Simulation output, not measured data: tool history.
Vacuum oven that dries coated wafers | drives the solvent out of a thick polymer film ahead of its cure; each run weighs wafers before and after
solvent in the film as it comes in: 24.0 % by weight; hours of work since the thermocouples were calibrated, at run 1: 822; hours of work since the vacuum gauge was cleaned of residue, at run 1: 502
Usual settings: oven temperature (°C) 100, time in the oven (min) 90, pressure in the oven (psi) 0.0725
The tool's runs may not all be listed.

| run | hour | oven temperature (°C) | time in the oven (min) | pressure in the oven (psi) | hours of work since the thermocouples were calibrated | hours of work since the vacuum gauge was cleaned of residue | solvent left in the film (%) |
|---|---|---|---|---|---|---|---|
| 1 | 0 | 100 | 90 | 0.0725 | 822 | 502 | 3.2 |
| 2 | 12.7 | 100 | 90 | 0.0725 | 832 | 512 | 3.2 |
| 3 | 27 | 100 | 90 | 0.0725 | 843 | 524 | 3.17 |
| 4 | 38.3 | 100 | 90 | 0.0725 | 852 | 533 | 3.19 |
| 5 | 58.6 | 99 | 90 | 0.0725 | 868 | 549 | 3.47 |
| 6 | 72.2 | 100 | 90 | 0.0725 | 879 | 559 | 3.14 |
| 7 | 88.9 | 100 | 90 | 0.0725 | 892 | 573 | 3.18 |
| 8 | 113.8 | 100 | 90 | 0.2416 | 912 | 592 | 3.85 |
| 9 | 131.8 | 100 | 90 | 0.2416 | 926 | 607 | 3.84 |
| 10 | 148.2 | 100 | 90 | 0.2416 | 940 | 620 | 3.84 |
|  | 152.6 | oven's thermocouples calibrated |
| 11 | 166 | 100 | 90 | 0.2416 | 11 | 632 | 3.68 |
| 12 | 176.9 | 100 | 150 | 0.0725 | 19 | 641 | 1.08 |
| 13 | 188.7 | 91 | 150 | 0.0647 | 29 | 650 | 2.83 |
|  | 200 | oven's thermocouples calibrated, once more |
| 14 | 204.3 | 90 | 90 | 0.2828 | 3 | 661 | 8.08 |
| 15 | 219.2 | 90 | 90 | 0.2828 | 15 | 673 | 8.07 |
| 16 | 238.8 | 90 | 90 | 0.2828 | 31 | 688 | 8.14 |
| 17 | 258.8 | 90 | 90 | 0.2828 | 47 | 704 | 8.1 |
| 18 | 275.2 | 87 | 45 | 0.2689 | 60 | 717 | 13.37 |
| 19 | 297.3 | 87 | 45 | 0.2689 | 77 | 735 | 13.41 |

The next listed run, before its measurement:
| 20 | 323.3 | 91 | 67 | 0.2689 | 98 | 755 | ? |

Run 20 gave solvent left in the film (%) 9.54.
Without the tool's hidden state the same run would have given solvent left in the film (%) 9.41.
